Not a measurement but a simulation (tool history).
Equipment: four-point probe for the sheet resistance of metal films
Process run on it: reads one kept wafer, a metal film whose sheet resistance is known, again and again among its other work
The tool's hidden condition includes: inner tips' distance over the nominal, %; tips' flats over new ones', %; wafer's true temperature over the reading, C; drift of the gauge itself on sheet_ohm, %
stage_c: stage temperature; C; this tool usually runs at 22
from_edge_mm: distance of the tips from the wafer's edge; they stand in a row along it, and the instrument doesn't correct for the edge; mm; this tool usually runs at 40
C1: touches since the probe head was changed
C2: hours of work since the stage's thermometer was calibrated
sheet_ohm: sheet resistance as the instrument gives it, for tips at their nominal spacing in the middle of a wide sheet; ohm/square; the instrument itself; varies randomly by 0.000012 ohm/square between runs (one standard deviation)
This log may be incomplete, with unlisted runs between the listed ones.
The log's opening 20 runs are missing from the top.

run 21 hour=397.6 | stage_c=22 from_edge_mm=40 | C1=65158 C2=1987 | sheet_ohm=0.058946
run 22 hour=416.7 | stage_c=22 from_edge_mm=40 | C1=66043 C2=1999 | sheet_ohm=0.058927
run 23 hour=444.6 | stage_c=22 from_edge_mm=40 | C1=67341 C2=2017 | sheet_ohm=0.058942
run 24 hour=458.3 | stage_c=32 from_edge_mm=54 | C1=67976 C2=2026 | sheet_ohm=0.059618
run 25 hour=480.1 | stage_c=32 from_edge_mm=54 | C1=68990 C2=2040 | sheet_ohm=0.059612
run 26 hour=508 | stage_c=32 from_edge_mm=54 | C1=70282 C2=2057 | sheet_ohm=0.059633
run 27 hour=536.7 | stage_c=32 from_edge_mm=5 | C1=71616 C2=2076 | sheet_ohm=0.060111
run 28 hour=551.4 | stage_c=21 from_edge_mm=56 | C1=72300 C2=2085 | sheet_ohm=0.058864
run 29 hour=563.6 | stage_c=18 from_edge_mm=17 | C1=72868 C2=2093 | sheet_ohm=0.058705
run 30 hour=584.8 | stage_c=27 from_edge_mm=58 | C1=73853 C2=2107 | sheet_ohm=0.059282
-- hour=589.5 stage's thermometer calibrated
run 31 hour=611.4 | stage_c=32 from_edge_mm=5 | C1=75064 C2=14 | sheet_ohm=0.060131
run 32 hour=625.4 | stage_c=32 from_edge_mm=5 | C1=75713 C2=23 | sheet_ohm=0.060118
run 33 hour=637.6 | stage_c=31 from_edge_mm=7 | C1=76280 C2=31 | sheet_ohm=0.059807
run 34 hour=654.8 | stage_c=31 from_edge_mm=4 | C1=77080 C2=42 | sheet_ohm=0.060336
run 35 hour=672.9 | stage_c=22 from_edge_mm=13 | C1=77921 C2=53 | sheet_ohm=0.058998
run 36 hour=695.6 | stage_c=21 from_edge_mm=6 | C1=78974 C2=68 | sheet_ohm=0.059224
run 37 hour=716.2 | stage_c=21 from_edge_mm=6 | C1=79929 C2=81 | sheet_ohm=0.059211
run 38 hour=732.2 | stage_c=20 from_edge_mm=27 | C1=80673 C2=91 | sheet_ohm=0.058788
run 39 hour=756.2 | stage_c=20 from_edge_mm=27 | C1=81787 C2=107 | sheet_ohm=0.058799
run 40 hour=780.3 | stage_c=20 from_edge_mm=27 | C1=82906 C2=122 | sheet_ohm=0.058808
run 41 hour=795.1 | stage_c=20 from_edge_mm=27 | C1=83593 C2=131 | sheet_ohm=0.058792
run 42 hour=812.4 | stage_c=20 from_edge_mm=27 | C1=84397 C2=143 | sheet_ohm=0.05882
run 43 hour=827 | stage_c=20 from_edge_mm=27 | C1=85077 C2=152 | sheet_ohm=0.058797
run 44 hour=848.4 | stage_c=20 from_edge_mm=27 | C1=86071 C2=166 | sheet_ohm=0.058807
run 45 hour=870.7 | stage_c=30 from_edge_mm=71 | C1=87106 C2=180 | sheet_ohm=0.059473

Consider 3 possible next runs. They are alternatives, not a sequence: every one starts from the tool as it was left by run 45. What does each give?
run A hour=889.7 | stage_c=32 from_edge_mm=71 | C1=87988 C2=192 | sheet_ohm=?
run B hour=889.7 | stage_c=26 from_edge_mm=9 | C1=87988 C2=192 | sheet_ohm=?
run C hour=889.7 | stage_c=24 from_edge_mm=19 | C1=87988 C2=192 | sheet_ohm=?

run=A sheet_ohm=0.05963
run=B sheet_ohm=0.059355
run=C sheet_ohm=0.059103
With no hidden state in the tool, these same runs would have given:
run=A sheet_ohm=0.059632
run=B sheet_ohm=0.059357
run=C sheet_ohm=0.059105
